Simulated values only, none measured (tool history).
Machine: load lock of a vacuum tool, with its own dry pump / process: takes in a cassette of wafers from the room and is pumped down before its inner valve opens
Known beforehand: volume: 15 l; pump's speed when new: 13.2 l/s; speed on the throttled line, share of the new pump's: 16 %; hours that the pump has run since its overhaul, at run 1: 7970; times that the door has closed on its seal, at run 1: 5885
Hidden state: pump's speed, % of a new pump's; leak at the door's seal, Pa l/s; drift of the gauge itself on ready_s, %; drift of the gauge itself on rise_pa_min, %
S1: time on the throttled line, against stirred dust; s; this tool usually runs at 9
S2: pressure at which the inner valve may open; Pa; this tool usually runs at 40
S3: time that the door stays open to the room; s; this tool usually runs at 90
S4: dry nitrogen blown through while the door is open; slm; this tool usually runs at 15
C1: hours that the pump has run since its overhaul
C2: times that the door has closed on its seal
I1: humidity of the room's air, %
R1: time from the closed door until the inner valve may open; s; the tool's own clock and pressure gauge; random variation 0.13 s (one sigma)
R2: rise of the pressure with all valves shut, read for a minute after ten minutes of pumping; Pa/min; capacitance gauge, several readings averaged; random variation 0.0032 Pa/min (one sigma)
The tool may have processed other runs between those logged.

| run | hour | S1 | S2 | S3 | S4 | C1 | C2 | I1 | R1 | R2 |
|---|---|---|---|---|---|---|---|---|---|---|
| 1 | 0 | 9 | 40 | 90 | 15 | 7970 | 5885 | 47.6 | 16.5 | 0.104 |
| 2 | 120.5 | 9 | 40 | 90 | 15 | 8090 | 6365 | 48.6 | 16.5 | 0.104 |
| 3 | 232.7 | 16 | 40 | 90 | 15 | 8202 | 6813 | 45 | 22.2 | 0.104 |
| 4 | 439.8 | 9 | 51 | 90 | 15 | 8410 | 7640 | 47.1 | 16.2 | 0.105 |
| 5 | 648.1 | 9 | 51 | 90 | 15 | 8618 | 8471 | 46.8 | 16.3 | 0.104 |
| 6 | 914.2 | 9 | 51 | 44 | 15 | 8884 | 9532 | 46.8 | 16.3 | 0.074 |
| 7 | 1084.9 | 9 | 40 | 90 | 15 | 9055 | 10213 | 44.6 | 16.5 | 0.103 |
| 8 | 1309.8 | 9 | 40 | 90 | 15 | 9279 | 11111 | 42.2 | 16.5 | 0.093 |
| 9 | 1527.4 | 9 | 71 | 90 | 15 | 9497 | 11979 | 41.2 | 15.7 | 0.092 |
| 10 | 1686.3 | 9 | 71 | 90 | 15 | 9656 | 12613 | 45 | 15.5 | 0.096 |
| 11 | 1870.6 | 9 | 71 | 90 | 15 | 9840 | 13348 | 45.4 | 16 | 0.107 |
| 12 | 2114.6 | 9 | 40 | 27 | 15 | 10084 | 14322 | 46.4 | 16.3 | 0.054 |
| 13 | 2365.6 | 9 | 40 | 27 | 14 | 10335 | 15324 | 42.8 | 16.6 | 0.048 |
| 14 | 2549.4 | 9 | 40 | 59 | 15 | 10519 | 16057 | 48.8 | 16.5 | 0.082 |
| 15 | 2758.9 | 9 | 40 | 59 | 15 | 10729 | 16893 | 42.5 | 16.5 | 0.076 |
| 16 | 2914.3 | 9 | 40 | 59 | 15 | 10884 | 17513 | 46.5 | 16.4 | 0.079 |
| 17 | 3028.6 | 14 | 40 | 90 | 15 | 10998 | 17969 | 43.2 | 20.6 | 0.096 |
| 18 | 3150.1 | 14 | 40 | 90 | 15 | 11120 | 18454 | 45.6 | 20.8 | 0.1 |
| 19 | 3331.1 | 9 | 40 | 129 | 15 | 11301 | 19176 | 42.7 | 16.4 | 0.11 |
| 20 | 3447.7 | 9 | 37 | 219 | 5 | 11417 | 19641 | 43.9 | 16.4 | 0.193 |
| 21 | 3612.1 | 9 | 37 | 219 | 5 | 11582 | 20297 | 47.4 | 16.7 | 0.212 |
| 22 | 3814.7 | 9 | 37 | 219 | 5 | 11784 | 21105 | 45.7 | 16.7 | 0.203 |
| 23 | 4029.4 | 4 | 29 | 90 | 5 | 11999 | 21962 | 45.8 | 12.7 | 0.131 |
| 24 | 4274 | 12 | 40 | 67 | 37 | 12244 | 22938 | 46.6 | 19 | 0.066 |
| 25 | 4444.5 | 12 | 40 | 67 | 37 | 12414 | 23618 | 44.3 | 18.9 | 0.063 |
| 26 | 4585 | 16 | 48 | 90 | 15 | 12555 | 24179 | 48.9 | 22 | 0.108 |
| 27 | 4733.5 | 5 | 48 | 196 | 15 | 12703 | 24771 | 46.3 | 12.8 | 0.157 |
| 28 | 4905.9 | 5 | 59 | 196 | 6 | 12876 | 25460 | 45 | 12.4 | 0.182 |
| 29 | 5053 | 8 | 59 | 29 | 5 | 13023 | 26046 | 45.8 | 15.2 | 0.072 |
| 30 | 5195.9 | 4 | 40 | 203 | 15 | 13166 | 26616 | 43 | 12.3 | 0.145 |
| 31 | 5362.1 | 4 | 40 | 203 | 15 | 13332 | 27280 | 41.2 | 12.5 | 0.144 |
| 32 | 5636.9 | 4 | 40 | 203 | 15 | 13607 | 28376 | 45.9 | 12.2 | 0.153 |
| 33 | 5749.4 | 4 | 40 | 203 | 25 | 13719 | 28825 | 46.1 | 12.1 | 0.125 |
| 34 | 5982 | 4 | 52 | 44 | 29 | 13952 | 29753 | 45.6 | 11.9 | 0.062 |
| 35 | 6239.2 | 4 | 52 | 44 | 29 | 14209 | 30779 | 47.9 | 12 | 0.06 |
|  | 6453.4 | door's seal changed, seat wiped |
| 36 | 6501.2 | 4 | 52 | 44 | 29 | 14469 | 190 | 41.1 | 12 | 0.056 |
| 37 | 6746.5 | 4 | 52 | 44 | 29 | 14715 | 1170 | 44.4 | 12.2 | 0.055 |

Entry by entry between the runs, the difference in hidden state between the last listed run before and the first listed run after:
Runs 35 to 36: door's seal changed, seat wiped (hour 6453.4)
  leak at the door's seal, Pa l/s: 0.0022 -> 0.002
